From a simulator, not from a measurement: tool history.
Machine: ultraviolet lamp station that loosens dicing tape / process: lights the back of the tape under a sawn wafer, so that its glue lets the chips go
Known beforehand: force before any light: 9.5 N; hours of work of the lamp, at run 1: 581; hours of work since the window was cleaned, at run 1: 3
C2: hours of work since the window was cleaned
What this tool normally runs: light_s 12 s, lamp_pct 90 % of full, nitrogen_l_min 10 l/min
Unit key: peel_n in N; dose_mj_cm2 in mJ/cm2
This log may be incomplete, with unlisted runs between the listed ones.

{"run": 1, "hour": 0.0, "light_s": 12, "lamp_pct": 90, "nitrogen_l_min": 10, "hours of work of the lamp": 581, "C2": 3, "peel_n": 1.33, "dose_mj_cm2": 196}
{"run": 2, "hour": 14.6, "light_s": 12, "lamp_pct": 90, "nitrogen_l_min": 8, "hours of work of the lamp": 589, "C2": 11, "peel_n": 1.575, "dose_mj_cm2": 192}
{"run": 3, "hour": 27.1, "light_s": 12, "lamp_pct": 90, "nitrogen_l_min": 10, "hours of work of the lamp": 596, "C2": 18, "peel_n": 1.406, "dose_mj_cm2": 195}
{"run": 4, "hour": 43.2, "light_s": 12, "lamp_pct": 90, "nitrogen_l_min": 10, "hours of work of the lamp": 606, "C2": 27, "peel_n": 1.421, "dose_mj_cm2": 193}
{"run": 5, "hour": 60.8, "light_s": 12, "lamp_pct": 90, "nitrogen_l_min": 10, "hours of work of the lamp": 616, "C2": 37, "peel_n": 1.418, "dose_mj_cm2": 187}
{"run": 6, "hour": 84.2, "light_s": 11, "lamp_pct": 90, "nitrogen_l_min": 10, "hours of work of the lamp": 629, "C2": 51, "peel_n": 1.76, "dose_mj_cm2": 171}
{"run": 7, "hour": 97.2, "light_s": 12, "lamp_pct": 68, "nitrogen_l_min": 10, "hours of work of the lamp": 636, "C2": 58, "peel_n": 2.331, "dose_mj_cm2": 143}

Expected results for the next run?
{"run": 8, "hour": 114.4, "light_s": 8, "lamp_pct": 68, "nitrogen_l_min": 16, "hours of work of the lamp": 646, "C2": 68, "peel_n": "?", "dose_mj_cm2": "?"}

peel_n: 3.166 N
dose_mj_cm2: 91 mJ/cm2
Had the tool carried no hidden state, the very same run would have given peel_n 2.241 N, dose_mj_cm2 121 mJ/cm2.
